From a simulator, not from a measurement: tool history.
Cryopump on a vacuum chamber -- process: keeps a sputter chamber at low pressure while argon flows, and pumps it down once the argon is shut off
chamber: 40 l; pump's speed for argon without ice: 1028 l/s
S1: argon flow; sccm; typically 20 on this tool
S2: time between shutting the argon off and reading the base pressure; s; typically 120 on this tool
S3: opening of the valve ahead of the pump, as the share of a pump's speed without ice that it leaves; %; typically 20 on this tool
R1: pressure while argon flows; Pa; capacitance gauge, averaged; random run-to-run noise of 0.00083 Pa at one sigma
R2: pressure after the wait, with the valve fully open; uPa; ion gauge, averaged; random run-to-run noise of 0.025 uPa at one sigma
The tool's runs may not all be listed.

run   hour  S1   S2  S3      R1    R2
  1      0  20  120  20  0.1661  2.15
  2   16.7  20  120  20  0.1657  2.19
  3   26.9  20  120  20   0.168  2.18
  4   42.2  20  120  20  0.1656  2.19
  5   51.6  20  120  20  0.1682  2.16
  6   64.3  20  120  20  0.1668  2.26
  7   74.6  20  120  20  0.1667  2.28
  8   84.5  15  120  20  0.1265  2.27
  9   97.9  20  120  33  0.1019  2.35
 10  107.8  20  120  20  0.1667  2.34
 11  121.6  20   72  20   0.167   2.8
 12  138.5  20   72  20   0.168   2.8
 13  150.8  20   72  20  0.1683  2.87
 14  160.4  20   72  20  0.1666  2.91
 15  170.3  20   72  20   0.167  2.86
 16  179.7  20   72  20  0.1674  2.89
 17  193.8  15   41  22  0.1143  3.78
 18  204.9  20  260  29  0.1153  2.17
 19  218.5  13  270  17   0.129  2.23
 20    231  15  270  35  0.0721  2.22
 21    247  20   41  24  0.1408  3.93
 22  254.1  13  156  20  0.1094  2.44
 23  267.3   8  156  22   0.061  2.42
 24  283.6  25  168  41  0.1047  2.48
 25  299.8  25   96  33  0.1297  2.83
 26  315.6  24   47  38  0.1092  3.84
 27  330.8  20   71  35  0.0977  3.07
 28  339.7  20   71  35  0.0973  3.25
 29  347.8  16  173  20  0.1356  2.51

Here are 4 independent what-if runs from the current tool condition. What would each one return?
  A  360.4  11   49  43   ?   ?
  B  360.4  29  173  20   ?   ?
  C  360.4  28  148  21   ?   ?
  D  360.4  20  120  25   ?   ?

run      R1    R2
  A   0.044  3.79
  B  0.2446  2.57
  C  0.2252  2.64
  D  0.1356  2.77
Take away the tool's hidden state, keep each run's random variation, and the runs would have read:
run      R1    R2
  A  0.0417  1.96
  B  0.2387  0.75
  C  0.2195  0.83
  D  0.1316  0.93
